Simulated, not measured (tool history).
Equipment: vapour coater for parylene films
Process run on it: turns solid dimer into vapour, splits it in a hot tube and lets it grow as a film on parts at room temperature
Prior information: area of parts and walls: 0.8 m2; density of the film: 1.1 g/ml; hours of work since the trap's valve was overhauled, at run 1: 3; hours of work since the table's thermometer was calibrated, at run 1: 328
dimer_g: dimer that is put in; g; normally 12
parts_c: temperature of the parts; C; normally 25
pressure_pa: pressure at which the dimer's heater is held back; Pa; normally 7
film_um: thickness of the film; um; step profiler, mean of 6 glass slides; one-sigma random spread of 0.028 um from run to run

run	hour	dimer_g	parts_c	pressure_pa	hours of work since the trap's valve was overhauled	hours of work since the table's thermometer was calibrated	film_um
1	0	12	25	7	3	328	8.98
2	21.6	12	25	7	18	343	8.96
3	35.3	12	25	7	27	352	9
4	64.9	12	25	11.11	47	372	8.09
5	91.7	15	25	7	65	391	11.2
6	115.9	15	25	7	82	407	11.19
7	141.6	15	25	7	99	424	11.21
8	158.9	17	25	7	111	436	12.66
9	185.3	17	25	7	129	454	12.52
10	205.1	12	25	7	142	467	8.91
11	232.1	12	23	7	160	486	9.8
12	260.9	12	25	7	180	505	8.81
13	289.2	12	25	7	199	525	8.82
14	312	12	25	7	215	540	8.8
15	331.9	12	25	7	228	553	8.78
16	348.2	12	27	7	239	565	7.96
17	367.6	12	37	7	252	578	4.88
18	387.9	12	26	7	266	592	8.35
19	404.4	12	26	7	277	603	8.33
20	423.1	14	20	7	290	615	13.07
21	436.7	14	20	7	299	625	13.03
22	454.3	14	20	2.54	311	637	14.93
23	480.6	12	20	8.44	329	654	10.7
24	507.4	7	22	7	347	673	5.87
25	525.1	21	19	2.25	359	685	22.39
26	551.7	18	25	5.13	377	703	14.01
27	575.5	10	20	9.05	394	719	8.71
28	603.5	10	37	3.8	412	738	4.63
29	627.3	12	25	2.84	429	754	10.52
30	647.3	12	25	2.84	442	768	10.55
31	666.9	12	25	2.84	456	781	10.49
32	683.9	19	25	7	467	792	13.58
33	699.4	15	21	2.51	478	803	15.71
34	715.8	5	18	3.16	489	814	5.25
35	741.6	13	23	11.81	506	831	9.14

Each row is a separate what-if for the run after 35, all from the same tool condition, not one after another. Results?
A	755.3	18	23	11.81	516	841	?
B	755.3	6	34	7	516	841	?
C	755.3	13	33	11.81	516	841	?
D	755.3	13	23	11.81	516	841	?
E	755.3	12	20	7	516	841	?

run	film_um
A	12.57
B	2.76
C	5.58
D	9.15
E	10.86
Stripped of hidden state, with their random variation kept, the same runs would have yielded:
run	film_um
A	13.1
B	2.88
C	5.81
D	9.53
E	11.32
